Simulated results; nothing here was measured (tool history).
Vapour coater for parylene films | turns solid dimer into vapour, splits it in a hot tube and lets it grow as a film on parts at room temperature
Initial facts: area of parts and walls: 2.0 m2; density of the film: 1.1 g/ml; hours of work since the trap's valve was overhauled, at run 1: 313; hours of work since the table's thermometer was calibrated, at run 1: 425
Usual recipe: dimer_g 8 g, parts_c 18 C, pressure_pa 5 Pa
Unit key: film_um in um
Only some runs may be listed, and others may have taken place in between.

run,hour,dimer_g,parts_c,pressure_pa,hours of work since the trap's valve was overhauled,hours of work since the table's thermometer was calibrated,film_um
1,0,8,18,5,313,425,1.84
2,37.5,11,18,5,342,454,2.47
3,89.7,11,18,5,383,495,2.47
4,111.9,9,18,5,400,512,1.99
5,144.3,9,18,5,425,537,1.97
6,192,9,18,5,462,574,1.96
7,214.6,9,18,5,480,592,1.95
# hour 271.4: trap's valve overhauled
8,272,9,18,5,0,633,2.2
9,309.1,8,18,5,29,662,1.95
10,331.3,8,18,5,47,680,1.94
11,364.9,8,18,5,73,706,1.93
12,415.8,8,18,5,112,745,1.86
13,465.9,8,18,5,151,784,1.83
14,500,8,18,4.18,178,811,1.93
15,535.5,8,29,5.3,206,838,1.37
16,586.1,8,11,6.06,245,878,2.15
17,617.1,6,11,5.68,269,902,1.62
18,666.3,8,16,6.4,307,940,1.84
19,701.7,8,29,5,335,968,1.33
20,752.3,6,11,5,374,1007,1.62
21,796.6,10,29,2.23,409,1042,1.91
22,833.9,8,18,7.68,438,1071,1.61
23,857.9,8,14,4.87,456,1089,1.93
24,880.7,8,14,6.16,474,1107,1.85
25,919.1,7,21,10.58,504,1137,1.22
# hour 942: trap's valve overhauled
26,964.4,8,12,2.84,17,1169,2.5
27,996.1,5,14,4.94,42,1194,1.35
28,1026.8,5,14,4.94,66,1218,1.33

Consider 3 possible next runs. They are alternatives, not a sequence: every one starts from the tool as it was left by run 28. What does each give?
A,1054.7,8,28,5,88,1239,?
B,1054.7,5,29,5,88,1239,?
C,1054.7,4,18,6.86,88,1239,?

run,film_um
A,1.43
B,0.87
C,0.87
Without the tool's hidden state the same runs would have given:
run,film_um
A,1.48
B,0.9
C,0.91
